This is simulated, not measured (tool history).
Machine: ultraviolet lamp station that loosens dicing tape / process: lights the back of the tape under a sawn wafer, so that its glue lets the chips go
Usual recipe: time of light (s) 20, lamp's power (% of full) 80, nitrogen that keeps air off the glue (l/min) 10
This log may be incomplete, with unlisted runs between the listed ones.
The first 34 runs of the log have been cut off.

run     day  time of light (s)  lamp's power (% of full)  nitrogen that keeps air off the glue (l/min)  hours of work of the lamp  hours of work since the window was cleaned  force that peels the tape off (N)  light that reached the tape (J/m2)
 35  17.754                 19                        66                                            19                        546                                          99                              0.593                                1840
 36  18.071                 28                        69                                            14                        550                                         103                              0.377                                2850
 37  18.725                 11                        91                                            12                        559                                         112                              1.178                                1470
 38  19.371                 11                        91                                            12                        568                                         120                              1.166                                1500
 39  19.954                 39                        68                                            14                        575                                         128                              0.276                                3900
 40  20.621                 20                        66                                            15                        584                                         137                              0.666                                1920
 41  20.921                 20                        66                                            15                        588                                         141                              0.671                                1950
 42  21.625                 20                        80                                            10                        597                                         150                              0.652                                2290

Predict each of these 5 candidate next runs independently; none follows another, all start after run 42:
  A  22.129                 20                        86                                            10                        604                                         157                                  ?                                   ?
  B  22.129                 16                        80                                            18                        604                                         157                                  ?                                   ?
  C  22.129                 20                        76                                             4                        604                                         157                                  ?                                   ?
  D  22.129                 16                        80                                            10                        604                                         157                                  ?                                   ?
  E  22.129                 10                        75                                            10                        604                                         157                                  ?                                   ?

run  force that peels the tape off (N)  light that reached the tape (J/m2)
  A                              0.570                                2510
  B                              0.661                                1830
  C                              1.265                                2200
  D                              0.905                                1820
  E                              1.816                                1090
Stripped of hidden state, with their random variation kept, the same runs would have yielded:
run  force that peels the tape off (N)  light that reached the tape (J/m2)
  A                              0.368                                3330
  B                              0.417                                2430
  C                              0.828                                2910
  D                              0.571                                2420
  E                              1.293                                1440

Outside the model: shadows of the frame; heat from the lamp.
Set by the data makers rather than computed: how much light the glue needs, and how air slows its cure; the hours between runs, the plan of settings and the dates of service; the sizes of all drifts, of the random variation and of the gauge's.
